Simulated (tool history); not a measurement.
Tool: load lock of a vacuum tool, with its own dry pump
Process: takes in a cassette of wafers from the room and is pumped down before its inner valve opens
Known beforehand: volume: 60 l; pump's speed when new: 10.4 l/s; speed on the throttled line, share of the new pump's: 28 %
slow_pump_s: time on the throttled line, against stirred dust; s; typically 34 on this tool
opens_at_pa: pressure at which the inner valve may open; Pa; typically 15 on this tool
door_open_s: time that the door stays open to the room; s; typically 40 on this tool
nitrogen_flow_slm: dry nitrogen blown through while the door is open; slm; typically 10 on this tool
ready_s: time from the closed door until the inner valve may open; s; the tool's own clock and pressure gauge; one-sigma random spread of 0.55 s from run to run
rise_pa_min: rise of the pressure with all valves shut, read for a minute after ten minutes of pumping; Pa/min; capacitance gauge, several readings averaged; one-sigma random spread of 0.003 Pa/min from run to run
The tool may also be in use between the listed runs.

run	day	slow_pump_s	opens_at_pa	door_open_s	nitrogen_flow_slm	incoming humidity of the room's air, %	ready_s	rise_pa_min
1	0	34	15	40	10	47.4	77.2	0.055
2	8.221	34	15	40	10	45.1	78.1	0.056
3	17.396	34	15	40	8	42.8	78.6	0.06
4	31.15	34	15	40	8	46.8	78.1	0.057
5	43.342	34	15	40	10	45.6	79	0.058
6	57.467	34	15	40	10	48	80	0.062
7	66.354	34	15	40	10	42.2	79.3	0.064
8	82.254	34	15	40	10	43.6	80.7	0.063
9	93.608	34	15	40	10	43	79.9	0.061
10	104.275	34	15	40	10	45.1	81.2	0.064
11	115.212	34	15	76	10	42.2	81.6	0.079
12	124.825	34	28	76	10	45.5	76.7	0.079
13	133.05	34	28	76	10	44.2	76.8	0.083
14	140.288	34	28	76	10	46.1	77.3	0.085
15	149.412	34	28	76	10	43.2	76.4	0.079
16	165.312	34	28	76	10	48.2	77.6	0.094
17	175.879	34	15	31	10	45.3	83	0.068
18	189.333	34	15	31	10	44.2	83.1	0.072
19	204.179	34	30	40	10	45.1	79.3	0.078
20	214.3	34	15	40	14	43.1	85.3	0.073
21	228.412	34	15	87	5	49.3	84.9	0.121
22	234.862	34	15	87	5	41.9	84.4	0.105
23	243.212	34	15	87	5	41.9	85.3	0.107
24	253.4	34	18	87	5	45.2	83.4	0.117

Run 25 has not been measured yet. What should we expect?
25	267.192	34	11	40	10	49.3	?	?

Run 25 measured ready_s 89 s, rise_pa_min 0.099 Pa/min.
Had the tool carried no hidden state, the very same run would have given ready_s 78.3 s, rise_pa_min 0.049 Pa/min.
